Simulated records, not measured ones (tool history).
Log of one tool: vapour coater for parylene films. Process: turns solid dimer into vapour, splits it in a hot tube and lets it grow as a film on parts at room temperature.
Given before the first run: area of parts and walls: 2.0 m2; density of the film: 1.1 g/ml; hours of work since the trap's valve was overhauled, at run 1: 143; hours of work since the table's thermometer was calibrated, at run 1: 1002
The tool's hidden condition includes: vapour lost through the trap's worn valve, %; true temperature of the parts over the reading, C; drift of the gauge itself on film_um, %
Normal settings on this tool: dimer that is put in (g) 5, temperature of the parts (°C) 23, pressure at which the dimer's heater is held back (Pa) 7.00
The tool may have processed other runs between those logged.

run,hour,dimer that is put in (g),temperature of the parts (°C),pressure at which the dimer's heater is held back (Pa),hours of work since the trap's valve was overhauled,hours of work since the table's thermometer was calibrated,thickness of the film (nm)
1,0.0,5,23,7.00,143,1002,1280
2,17.2,5,23,7.00,156,1015,1240
3,48.5,5,23,7.00,179,1038,1250
4,81.5,5,23,7.00,203,1062,1240
# hour 117.1: trap's valve overhauled
5,125.7,5,23,7.00,6,1092,1330
6,165.2,5,23,7.00,36,1121,1310
7,203.1,5,23,5.55,63,1149,1330
8,227.2,5,23,7.00,81,1167,1280
9,257.6,5,23,7.00,104,1189,1260
10,284.4,5,23,7.00,123,1209,1260
11,318.7,5,23,3.26,149,1234,1460
12,354.3,5,23,3.26,175,1261,1450
13,387.3,4,18,3.19,199,1285,1260
14,419.3,4,18,3.19,223,1309,1230
# hour 426.0: trap's valve overhauled
15,451.3,4,18,3.19,19,1329,1340
16,480.0,4,18,3.19,40,1350,1300
17,502.6,4,18,3.19,57,1367,1310
18,525.3,4,18,3.19,73,1384,1300
19,554.7,5,23,2.11,95,1405,1620
20,593.8,4,28,5.16,124,1434,980
21,631.4,4,28,5.16,152,1462,980

Each row is a separate what-if for the run after 21, all from the same tool condition, not one after another. Results?
A,671.6,6,17,5.16,181,1492,?
B,671.6,5,17,11.56,181,1492,?
C,671.6,3,17,5.48,181,1492,?

run,thickness of the film (nm)
A,1720
B,1230
C,870
With the hidden condition removed and each run's random variation left untouched, the same runs would have given:
run,thickness of the film (nm)
A,1840
B,1320
C,930

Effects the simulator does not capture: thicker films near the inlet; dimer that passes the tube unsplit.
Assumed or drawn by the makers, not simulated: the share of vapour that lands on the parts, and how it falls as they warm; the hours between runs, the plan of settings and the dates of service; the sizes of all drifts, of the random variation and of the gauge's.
